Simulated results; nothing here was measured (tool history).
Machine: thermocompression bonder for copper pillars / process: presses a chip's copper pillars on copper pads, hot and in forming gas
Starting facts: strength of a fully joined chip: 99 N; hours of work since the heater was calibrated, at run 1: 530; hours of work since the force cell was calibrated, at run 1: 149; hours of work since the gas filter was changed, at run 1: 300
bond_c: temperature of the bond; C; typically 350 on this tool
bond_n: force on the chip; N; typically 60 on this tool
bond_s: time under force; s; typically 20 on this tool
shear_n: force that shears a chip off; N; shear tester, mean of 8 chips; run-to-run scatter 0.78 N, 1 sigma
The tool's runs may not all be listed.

run   hour  bond_c  bond_n  bond_s  hours of work since the heater was calibrated  hours of work since the force cell was calibrated  hours of work since the gas filter was changed  shear_n
  1    0.0     350      60      20                                            530                                                149                                             300     54.7
  2    8.7     350      60      20                                            536                                                156                                             306     55.3
  3   27.9     350      60      20                                            550                                                170                                             320     55.1
  4   43.8     350      60      20                                            562                                                182                                             332     55.1
  5   56.3     350      60      20                                            571                                                191                                             341     55.9
      58.8  -- force cell calibrated
  6   72.5     375      55      20                                            582                                                 10                                             352     61.7
  7   88.7     336      42      20                                            593                                                 22                                             364     34.7
  8  101.0     351      43      20                                            602                                                 31                                             373     43.4
     109.7  -- forming gas filter changed
  9  115.9     351      43      20                                            613                                                 41                                               5     46.1
 10  124.5     366      45      20                                            619                                                 48                                              11     55.4

Some steps in shear_n, run to run, broken into two amounts with sign: the step expected even without the hidden condition (settings, incoming material, random variation), and the rest, left for the hidden condition together with whatever gauge scatter is not in both the measured and the hidden-condition-free result:
Hidden conditions of the tool in this case: true temperature of the bond over the reading, C; force that reaches the chip, % of what is set; oxide that the forming gas leaves, % of the face; drift of the gauge itself on shear_n, %.
Run 6 -> 7: bond_c 375 -> 336, bond_n 55 -> 42. shear_n -27.0 N: hidden state +2.2, all else -29.2.
Run 8 -> 9: forming gas filter changed. shear_n +2.7 N: hidden state +4.4, all else -1.7.
